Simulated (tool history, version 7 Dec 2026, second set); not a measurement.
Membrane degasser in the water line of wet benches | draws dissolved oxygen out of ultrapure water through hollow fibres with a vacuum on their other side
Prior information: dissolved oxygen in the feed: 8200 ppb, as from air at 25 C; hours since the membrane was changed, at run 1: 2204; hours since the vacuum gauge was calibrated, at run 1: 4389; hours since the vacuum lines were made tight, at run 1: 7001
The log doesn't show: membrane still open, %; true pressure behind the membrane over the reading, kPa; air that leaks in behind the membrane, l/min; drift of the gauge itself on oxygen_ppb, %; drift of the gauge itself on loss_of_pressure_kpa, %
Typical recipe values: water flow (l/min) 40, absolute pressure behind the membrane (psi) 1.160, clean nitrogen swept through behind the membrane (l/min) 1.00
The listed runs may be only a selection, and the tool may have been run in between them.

run    hour  water flow (l/min)  absolute pressure behind the membrane (psi)  clean nitrogen swept through behind the membrane (l/min)  hours since the membrane was changed  hours since the vacuum gauge was calibrated  hours since the vacuum lines were made tight  dissolved oxygen in the water behind the degasser (ppb)  pressure that the water loses in the fibres (psi)
  1     0.0                  40                                        1.160                                                      1.00                                  2204                                         4389                                          7001                                                    454.5                                              4.354
  2   244.8                  40                                        1.160                                                      1.00                                  2449                                         4634                                          7245                                                    450.8                                              4.303
  3   488.0                  37                                        1.160                                                      1.00                                  2692                                         4877                                          7489                                                    414.4                                              3.961
  4   714.6                  37                                        1.160                                                      1.00                                  2919                                         5104                                          7715                                                    418.5                                              3.975
  5   958.6                  37                                        1.160                                                      1.00                                  3163                                         5348                                          7959                                                    417.4                                              3.978
  6  1177.1                  37                                        1.160                                                      1.00                                  3381                                         5566                                          8178                                                    414.6                                              3.977
  7  1396.5                  37                                        1.160                                                      1.00                                  3601                                         5786                                          8397                                                    418.0                                              3.989
  8  1595.2                  37                                        1.160                                                      1.00                                  3800                                         5984                                          8596                                                    412.7                                              4.009
  9  1791.6                  27                                        1.160                                                      1.00                                  3996                                         6181                                          8792                                                    301.4                                              2.947
 10  2025.3                  27                                        1.160                                                      1.00                                  4230                                         6415                                          9026                                                    303.4                                              2.937
 11  2223.3                  27                                        1.160                                                      1.00                                  4428                                         6612                                          9224                                                    303.2                                              2.936
 12  2463.4                  27                                        1.160                                                      1.00                                  4668                                         6853                                          9464                                                    298.6                                              2.933
     2503.6  -- vacuum gauge calibrated
 13  2640.4                  27                                        1.160                                                      1.00                                  4844                                          137                                          9641                                                    301.9                                              2.898
 14  2827.9                  27                                        1.160                                                      1.00                                  5032                                          324                                          9828                                                    296.9                                              2.938
 15  2934.4                  36                                        1.217                                                      1.00                                  5138                                          431                                          9935                                                    426.9                                              3.919
 16  3104.6                  27                                        1.007                                                      0.62                                  5308                                          601                                         10105                                                    339.8                                              2.959
 17  3258.3                  27                                        1.007                                                      0.42                                  5462                                          755                                         10258                                                    442.4                                              2.921
 18  3413.6                  29                                        1.160                                                      1.42                                  5617                                          910                                         10414                                                    249.1                                              3.173
 19  3521.6                  29                                        1.160                                                      1.42                                  5725                                         1018                                         10522                                                    247.3                                              3.136
 20  3629.4                  29                                        1.160                                                      1.42                                  5833                                         1126                                         10630                                                    248.0                                              3.128
 21  3745.2                  36                                        2.587                                                      1.51                                  5949                                         1242                                         10745                                                    763.9                                              3.893
 22  3945.7                  36                                        2.587                                                      1.51                                  6150                                         1442                                         10946                                                    760.4                                              3.894
 23  4089.1                  28                                        2.622                                                      0.85                                  6293                                         1586                                         11089                                                    960.0                                              3.017
     4173.5  -- seals of the vacuum lines changed
 24  4278.5                  27                                        1.160                                                      1.06                                  6480                                         1773                                           105                                                    287.3                                              2.920
 25  4411.4                  52                                        0.940                                                      0.69                                  6613                                         1906                                           238                                                    551.4                                              5.664
 26  4575.7                  55                                        1.069                                                      0.76                                  6778                                         2070                                           402                                                    666.1                                              5.960

Each row is a separate what-if for the run after 26, all from the same tool condition, not one after another. Results?
  A  4711.3                  33                                        1.160                                                      1.00                                  6913                                         2206                                           538                                                        ?                                                  ?
  B  4711.3                  40                                        1.871                                                      0.67                                  6913                                         2206                                           538                                                        ?                                                  ?
  C  4711.3                  40                                        1.445                                                      1.14                                  6913                                         2206                                           538                                                        ?                                                  ?
  D  4711.3                  44                                        0.959                                                      0.99                                  6913                                         2206                                           538                                                        ?                                                  ?
  E  4711.3                  55                                        1.796                                                      0.76                                  6913                                         2206                                           538                                                        ?                                                  ?

run  dissolved oxygen in the water behind the degasser (ppb)  pressure that the water loses in the fibres (psi)
  A                                                    369.6                                              3.575
  B                                                   1036.2                                              4.367
  C                                                    536.3                                              4.324
  D                                                    388.0                                              4.778
  E                                                   1180.5                                              5.926
Take away the tool's hidden state, keep each run's random variation, and the runs would have read:
run  dissolved oxygen in the water behind the degasser (ppb)  pressure that the water loses in the fibres (psi)
  A                                                    369.0                                              3.571
  B                                                   1035.5                                              4.361
  C                                                    535.6                                              4.318
  D                                                    387.2                                              4.772
  E                                                   1179.6                                              5.919
